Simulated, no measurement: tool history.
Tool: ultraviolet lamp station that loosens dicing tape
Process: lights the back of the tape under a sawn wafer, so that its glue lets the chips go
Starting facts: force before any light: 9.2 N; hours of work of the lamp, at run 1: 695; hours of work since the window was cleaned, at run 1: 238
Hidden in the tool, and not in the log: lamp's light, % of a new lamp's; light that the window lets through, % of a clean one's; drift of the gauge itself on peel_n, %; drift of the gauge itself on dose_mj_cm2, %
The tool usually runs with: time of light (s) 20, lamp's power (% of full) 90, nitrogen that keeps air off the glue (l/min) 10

run    hour  time of light (s)  lamp's power (% of full)  nitrogen that keeps air off the glue (l/min)  hours of work of the lamp  hours of work since the window was cleaned  force that peels the tape off (N)  light that reached the tape (J/m2)
  1       0                 20                        90                                            10                        695                                         238                              0.678                                2990
  2    39.1                 20                        90                                            10                        722                                         265                              0.714                                2890
       46.2  -- lamp changed
  3    69.2                 20                        90                                            10                         16                                         286                              0.463                                3700
  4    93.3                 20                        90                                             7                         33                                         303                                0.6                                3620
  5   152.3                 20                        90                                             7                         75                                         344                              0.634                                3540
  6   210.5                 20                        90                                             7                        115                                         385                              0.659                                3540
  7   266.4                 20                        90                                             7                        155                                         424                              0.703                                3390
  8   307.9                 20                        64                                             7                        184                                         453                              1.353                                2420
  9   333.3                 20                        64                                             7                        202                                         471                              1.406                                2320
 10   361.6                 34                        64                                             7                        221                                         491                              0.509                                3970
 11   404.5                 34                        64                                             7                        252                                         521                              0.555                                3890
 12   433.7                 34                        64                                             7                        272                                         542                              0.559                                3860
 13   488.1                 34                        64                                             7                        310                                         580                              0.574                                3700
      522.5  -- window cleaned of glue's vapour
 14   528.4                 34                        64                                             7                        338                                           4                              0.456                                4310
 15   583.9                 34                        68                                             7                        377                                          43                              0.433                                4430
 16   608.4                 25                        75                                             5                        394                                          60                              0.824                                3550
 17   634.2                 25                        75                                             5                        413                                          78                              0.853                                3550
 18   689.2                 32                        97                                            16                        451                                         117                              0.243                                5750
 19   720.9                 24                        92                                            11                        473                                         139                              0.369                                3980
 20   757.8                 24                        92                                            11                        499                                         165                              0.385                                3920
 21   812.8                 24                        70                                             5                        538                                         204                              1.254                                2940
 22   847.9                 20                        82                                             6                        563                                         229                              1.153                                2770
 23   876.1                 20                        81                                            13                        582                                         248                              0.685                                2730
 24   902.1                 20                        65                                             4                        601                                         267                              2.256                                2210
 25   936.5                 12                        64                                             4                        625                                         291                              3.891                                1260
 26   993.1                 12                        64                                             4                        665                                         331                              4.213                                1250
 27  1022.7                 10                        68                                             7                        685                                         351                              3.923                                1080
 28  1046.5                 30                        67                                            10                        702                                         368                              0.581                                3160

Predict each of these 5 candidate next runs independently; none follows another, all start after run 28:
     1085.7  -- lamp changed
  A  1101.4                 24                        67                                             3                         11                                         406                                  ?                                   ?
     1085.7  -- lamp changed
  B  1101.4                 13                        82                                             8                         11                                         406                                  ?                                   ?
     1085.7  -- lamp changed
  C  1101.4                 30                        97                                             4                         11                                         406                                  ?                                   ?
     1085.7  -- lamp changed
  D  1101.4                 34                        84                                             6                         11                                         406                                  ?                                   ?
     1085.7  -- lamp changed
  E  1101.4                 13                        85                                            10                         11                                         406                                  ?                                   ?

run  force that peels the tape off (N)  light that reached the tape (J/m2)
  A                              1.491                                3210
  B                              1.439                                2140
  C                                0.4                                5870
  D                              0.313                                5790
  E                              1.185                                2170
Without the tool's unlogged condition, the same runs would have read:
run  force that peels the tape off (N)  light that reached the tape (J/m2)
  A                              1.224                                3600
  B                              1.181                                2390
  C                              0.336                                6570
  D                              0.276                                6490
  E                              0.957                                2430

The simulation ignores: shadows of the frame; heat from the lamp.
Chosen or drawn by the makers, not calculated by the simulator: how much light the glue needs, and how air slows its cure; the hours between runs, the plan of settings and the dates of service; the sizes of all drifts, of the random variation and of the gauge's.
